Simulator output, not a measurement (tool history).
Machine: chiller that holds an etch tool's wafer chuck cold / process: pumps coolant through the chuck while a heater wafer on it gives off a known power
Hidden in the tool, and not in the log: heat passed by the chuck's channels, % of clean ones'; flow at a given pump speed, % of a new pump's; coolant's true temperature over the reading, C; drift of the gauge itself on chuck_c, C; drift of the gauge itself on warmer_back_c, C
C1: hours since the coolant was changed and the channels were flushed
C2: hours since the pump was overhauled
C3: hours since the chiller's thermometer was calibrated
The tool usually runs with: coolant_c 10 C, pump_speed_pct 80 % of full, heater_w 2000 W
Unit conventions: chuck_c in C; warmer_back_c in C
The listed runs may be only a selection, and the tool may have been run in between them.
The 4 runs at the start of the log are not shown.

{"run": 5, "hour": 101.3, "coolant_c": 10, "pump_speed_pct": 80, "heater_w": 2000, "C1": 2306, "C2": 1571, "C3": 238, "chuck_c": 32.1, "warmer_back_c": 4.54}
{"run": 6, "hour": 142.9, "coolant_c": 10, "pump_speed_pct": 80, "heater_w": 2000, "C1": 2348, "C2": 1613, "C3": 279, "chuck_c": 31.9, "warmer_back_c": 4.56}
{"run": 7, "hour": 187.5, "coolant_c": 10, "pump_speed_pct": 99, "heater_w": 2000, "C1": 2393, "C2": 1657, "C3": 324, "chuck_c": 28.9, "warmer_back_c": 3.61}
{"run": 8, "hour": 225.2, "coolant_c": 10, "pump_speed_pct": 80, "heater_w": 2000, "C1": 2430, "C2": 1695, "C3": 362, "chuck_c": 32.2, "warmer_back_c": 4.52}
{"run": 9, "hour": 244.5, "coolant_c": 10, "pump_speed_pct": 80, "heater_w": 2000, "C1": 2450, "C2": 1714, "C3": 381, "chuck_c": 32.1, "warmer_back_c": 4.56}
{"run": 10, "hour": 279.4, "coolant_c": 10, "pump_speed_pct": 80, "heater_w": 2000, "C1": 2484, "C2": 1749, "C3": 416, "chuck_c": 32.1, "warmer_back_c": 4.56}
{"run": 11, "hour": 302.5, "coolant_c": 10, "pump_speed_pct": 80, "heater_w": 2000, "C1": 2508, "C2": 1772, "C3": 439, "chuck_c": 32.3, "warmer_back_c": 4.56}
{"run": 12, "hour": 346.1, "coolant_c": 10, "pump_speed_pct": 80, "heater_w": 2000, "C1": 2551, "C2": 1816, "C3": 482, "chuck_c": 32.0, "warmer_back_c": 4.54}
{"run": 13, "hour": 373.2, "coolant_c": 10, "pump_speed_pct": 80, "heater_w": 2000, "C1": 2578, "C2": 1843, "C3": 509, "chuck_c": 32.1, "warmer_back_c": 4.55}
{"run": 14, "hour": 394.9, "coolant_c": 10, "pump_speed_pct": 80, "heater_w": 2000, "C1": 2600, "C2": 1865, "C3": 531, "chuck_c": 32.1, "warmer_back_c": 4.56}
{"run": 15, "hour": 418.2, "coolant_c": 10, "pump_speed_pct": 80, "heater_w": 2000, "C1": 2623, "C2": 1888, "C3": 555, "chuck_c": 32.0, "warmer_back_c": 4.57}
{"run": 16, "hour": 441.2, "coolant_c": 10, "pump_speed_pct": 80, "heater_w": 2000, "C1": 2646, "C2": 1911, "C3": 578, "chuck_c": 32.0, "warmer_back_c": 4.52}
{"run": 17, "hour": 468.0, "coolant_c": 10, "pump_speed_pct": 80, "heater_w": 2000, "C1": 2673, "C2": 1938, "C3": 604, "chuck_c": 31.9, "warmer_back_c": 4.55}
{"run": 18, "hour": 494.1, "coolant_c": 10, "pump_speed_pct": 77, "heater_w": 1643, "C1": 2699, "C2": 1964, "C3": 630, "chuck_c": 28.7, "warmer_back_c": 3.86}
{"run": 19, "hour": 528.4, "coolant_c": 10, "pump_speed_pct": 77, "heater_w": 1643, "C1": 2733, "C2": 1998, "C3": 665, "chuck_c": 28.8, "warmer_back_c": 3.86}
{"run": 20, "hour": 558.4, "coolant_c": 10, "pump_speed_pct": 77, "heater_w": 1643, "C1": 2763, "C2": 2028, "C3": 695, "chuck_c": 28.6, "warmer_back_c": 3.9}
{"run": 21, "hour": 585.8, "coolant_c": 10, "pump_speed_pct": 68, "heater_w": 2000, "C1": 2791, "C2": 2056, "C3": 722, "chuck_c": 34.9, "warmer_back_c": 5.38}
{"run": 22, "hour": 622.2, "coolant_c": 10, "pump_speed_pct": 62, "heater_w": 1123, "C1": 2827, "C2": 2092, "C3": 759, "chuck_c": 25.1, "warmer_back_c": 3.28}
{"run": 23, "hour": 656.2, "coolant_c": 10, "pump_speed_pct": 83, "heater_w": 2000, "C1": 2861, "C2": 2126, "C3": 793, "chuck_c": 31.5, "warmer_back_c": 4.41}
{"run": 24, "hour": 681.7, "coolant_c": 11, "pump_speed_pct": 80, "heater_w": 1842, "C1": 2887, "C2": 2151, "C3": 818, "chuck_c": 31.4, "warmer_back_c": 4.17}
{"run": 25, "hour": 720.2, "coolant_c": 10, "pump_speed_pct": 65, "heater_w": 2000, "C1": 2925, "C2": 2190, "C3": 857, "chuck_c": 35.9, "warmer_back_c": 5.59}
{"run": 26, "hour": 740.1, "coolant_c": 7, "pump_speed_pct": 69, "heater_w": 2296, "C1": 2945, "C2": 2210, "C3": 876, "chuck_c": 35.4, "warmer_back_c": 6.04}
{"run": 27, "hour": 773.7, "coolant_c": 2, "pump_speed_pct": 70, "heater_w": 2000, "C1": 2979, "C2": 2243, "C3": 910, "chuck_c": 26.6, "warmer_back_c": 5.16}

What will run 28 give?
{"run": 28, "hour": 811.5, "coolant_c": 2, "pump_speed_pct": 70, "heater_w": 2000, "C1": 3017, "C2": 2281, "C3": 948, "chuck_c": "?", "warmer_back_c": "?"}

{"run 28": {"chuck_c": 26.5, "warmer_back_c": 5.15}}
The same run, on a tool lacking any hidden state, would have yielded chuck_c 26.5 C, warmer_back_c 5.15 C.
